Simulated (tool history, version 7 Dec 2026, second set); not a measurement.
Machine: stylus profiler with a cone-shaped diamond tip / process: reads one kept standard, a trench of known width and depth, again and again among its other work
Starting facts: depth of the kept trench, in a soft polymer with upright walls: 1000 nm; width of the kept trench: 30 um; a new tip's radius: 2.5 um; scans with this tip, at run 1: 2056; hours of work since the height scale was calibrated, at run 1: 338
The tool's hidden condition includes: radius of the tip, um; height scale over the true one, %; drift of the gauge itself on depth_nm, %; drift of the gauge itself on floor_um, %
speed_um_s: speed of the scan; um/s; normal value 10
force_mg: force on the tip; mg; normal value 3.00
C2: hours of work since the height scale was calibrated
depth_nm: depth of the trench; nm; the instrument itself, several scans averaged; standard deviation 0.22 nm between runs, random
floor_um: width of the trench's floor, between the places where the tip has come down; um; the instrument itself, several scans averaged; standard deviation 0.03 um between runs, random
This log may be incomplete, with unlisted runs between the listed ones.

{"run": 1, "day": 0.0, "speed_um_s": 10, "force_mg": 3.0, "scans with this tip": 2056, "C2": 338, "depth_nm": 1009.94, "floor_um": 25.48}
{"run": 2, "day": 0.508, "speed_um_s": 5, "force_mg": 3.0, "scans with this tip": 2102, "C2": 345, "depth_nm": 1009.59, "floor_um": 25.5}
{"run": 3, "day": 1.05, "speed_um_s": 28, "force_mg": 3.0, "scans with this tip": 2152, "C2": 354, "depth_nm": 1009.7, "floor_um": 25.37}
{"run": 4, "day": 1.683, "speed_um_s": 28, "force_mg": 3.0, "scans with this tip": 2210, "C2": 363, "depth_nm": 1009.75, "floor_um": 25.35}
{"run": 5, "day": 2.308, "speed_um_s": 10, "force_mg": 3.0, "scans with this tip": 2267, "C2": 372, "depth_nm": 1010.12, "floor_um": 25.43}
{"run": 6, "day": 2.688, "speed_um_s": 10, "force_mg": 3.0, "scans with this tip": 2302, "C2": 378, "depth_nm": 1010.05, "floor_um": 25.42}
{"run": 7, "day": 2.988, "speed_um_s": 10, "force_mg": 7.38, "scans with this tip": 2329, "C2": 383, "depth_nm": 1015.53, "floor_um": 25.45}
{"run": 8, "day": 3.358, "speed_um_s": 10, "force_mg": 7.38, "scans with this tip": 2363, "C2": 388, "depth_nm": 1016.3, "floor_um": 25.42}
{"run": 9, "day": 3.833, "speed_um_s": 10, "force_mg": 7.38, "scans with this tip": 2407, "C2": 395, "depth_nm": 1015.94, "floor_um": 25.43}
{"run": 10, "day": 4.304, "speed_um_s": 33, "force_mg": 7.38, "scans with this tip": 2450, "C2": 403, "depth_nm": 1015.94, "floor_um": 25.36}
{"run": 11, "day": 5.017, "speed_um_s": 33, "force_mg": 7.38, "scans with this tip": 2515, "C2": 413, "depth_nm": 1016.46, "floor_um": 25.34}
{"run": 12, "day": 5.575, "speed_um_s": 10, "force_mg": 3.0, "scans with this tip": 2566, "C2": 422, "depth_nm": 1010.14, "floor_um": 25.36}
{"run": 13, "day": 6.046, "speed_um_s": 10, "force_mg": 3.0, "scans with this tip": 2609, "C2": 429, "depth_nm": 1009.86, "floor_um": 25.36}
{"run": 14, "day": 6.542, "speed_um_s": 10, "force_mg": 3.0, "scans with this tip": 2654, "C2": 436, "depth_nm": 1010.02, "floor_um": 25.35}
{"run": 15, "day": 7.25, "speed_um_s": 16, "force_mg": 3.0, "scans with this tip": 2719, "C2": 447, "depth_nm": 1010.12, "floor_um": 25.28}
{"run": 16, "day": 7.704, "speed_um_s": 16, "force_mg": 3.0, "scans with this tip": 2761, "C2": 454, "depth_nm": 1010.08, "floor_um": 25.26}
{"run": 17, "day": 8.371, "speed_um_s": 16, "force_mg": 3.0, "scans with this tip": 2822, "C2": 464, "depth_nm": 1010.1, "floor_um": 25.28}
{"run": 18, "day": 8.983, "speed_um_s": 16, "force_mg": 3.0, "scans with this tip": 2878, "C2": 473, "depth_nm": 1010.08, "floor_um": 25.27}
{"run": 19, "day": 9.483, "speed_um_s": 16, "force_mg": 3.0, "scans with this tip": 2923, "C2": 480, "depth_nm": 1010.3, "floor_um": 25.29}
{"run": 20, "day": 9.817, "speed_um_s": 16, "force_mg": 3.0, "scans with this tip": 2954, "C2": 485, "depth_nm": 1010.25, "floor_um": 25.28}
{"run": 21, "day": 10.375, "speed_um_s": 16, "force_mg": 3.0, "scans with this tip": 3005, "C2": 494, "depth_nm": 1010.18, "floor_um": 25.21}
{"run": 22, "day": 10.854, "speed_um_s": 16, "force_mg": 3.0, "scans with this tip": 3049, "C2": 501, "depth_nm": 1010.39, "floor_um": 25.21}
{"run": 23, "day": 11.329, "speed_um_s": 16, "force_mg": 3.0, "scans with this tip": 3092, "C2": 508, "depth_nm": 1010.4, "floor_um": 25.2}
{"run": 24, "day": 11.892, "speed_um_s": 3, "force_mg": 1.05, "scans with this tip": 3144, "C2": 517, "depth_nm": 1006.43, "floor_um": 25.29}
{"run": 25, "day": 12.538, "speed_um_s": 20, "force_mg": 2.6, "scans with this tip": 3203, "C2": 526, "depth_nm": 1009.35, "floor_um": 25.18}
{"run": 26, "day": 13.212, "speed_um_s": 24, "force_mg": 3.41, "scans with this tip": 3264, "C2": 536, "depth_nm": 1011.18, "floor_um": 25.17}
{"run": 27, "day": 13.6, "speed_um_s": 29, "force_mg": 2.24, "scans with this tip": 3300, "C2": 542, "depth_nm": 1008.59, "floor_um": 25.07}
{"run": 28, "day": 14.054, "speed_um_s": 11, "force_mg": 4.62, "scans with this tip": 3342, "C2": 549, "depth_nm": 1012.96, "floor_um": 25.23}
{"run": 29, "day": 14.371, "speed_um_s": 6, "force_mg": 1.85, "scans with this tip": 3371, "C2": 554, "depth_nm": 1008.74, "floor_um": 25.21}
{"run": 30, "day": 15.029, "speed_um_s": 9, "force_mg": 1.4, "scans with this tip": 3431, "C2": 564, "depth_nm": 1007.38, "floor_um": 25.1}
{"run": 31, "day": 15.75, "speed_um_s": 9, "force_mg": 1.4, "scans with this tip": 3497, "C2": 575, "depth_nm": 1007.33, "floor_um": 25.09}
{"run": 32, "day": 16.446, "speed_um_s": 6, "force_mg": 3.47, "scans with this tip": 3560, "C2": 585, "depth_nm": 1011.68, "floor_um": 25.2}
{"run": 33, "day": 16.962, "speed_um_s": 20, "force_mg": 8.14, "scans with this tip": 3608, "C2": 593, "depth_nm": 1017.59, "floor_um": 25.13}
{"run": 34, "day": 17.3, "speed_um_s": 5, "force_mg": 4.73, "scans with this tip": 3639, "C2": 598, "depth_nm": 1013.27, "floor_um": 25.18}

Below are 3 alternative next runs, each starting from the tool's condition after run 34. Predict each:
{"run": "A", "day": 17.621, "speed_um_s": 6, "force_mg": 3.0, "scans with this tip": 3668, "C2": 603, "depth_nm": "?", "floor_um": "?"}
{"run": "B", "day": 17.621, "speed_um_s": 10, "force_mg": 1.92, "scans with this tip": 3668, "C2": 603, "depth_nm": "?", "floor_um": "?"}
{"run": "C", "day": 17.621, "speed_um_s": 39, "force_mg": 2.11, "scans with this tip": 3668, "C2": 603, "depth_nm": "?", "floor_um": "?"}

run=A depth_nm=1010.84 floor_um=25.12
run=B depth_nm=1008.45 floor_um=25.14
run=C depth_nm=1009.08 floor_um=24.97
Had the tool no hidden state, the same runs would have come out as:
run=A depth_nm=1007.79 floor_um=25.95
run=B depth_nm=1005.41 floor_um=25.96
run=C depth_nm=1006.04 floor_um=25.79

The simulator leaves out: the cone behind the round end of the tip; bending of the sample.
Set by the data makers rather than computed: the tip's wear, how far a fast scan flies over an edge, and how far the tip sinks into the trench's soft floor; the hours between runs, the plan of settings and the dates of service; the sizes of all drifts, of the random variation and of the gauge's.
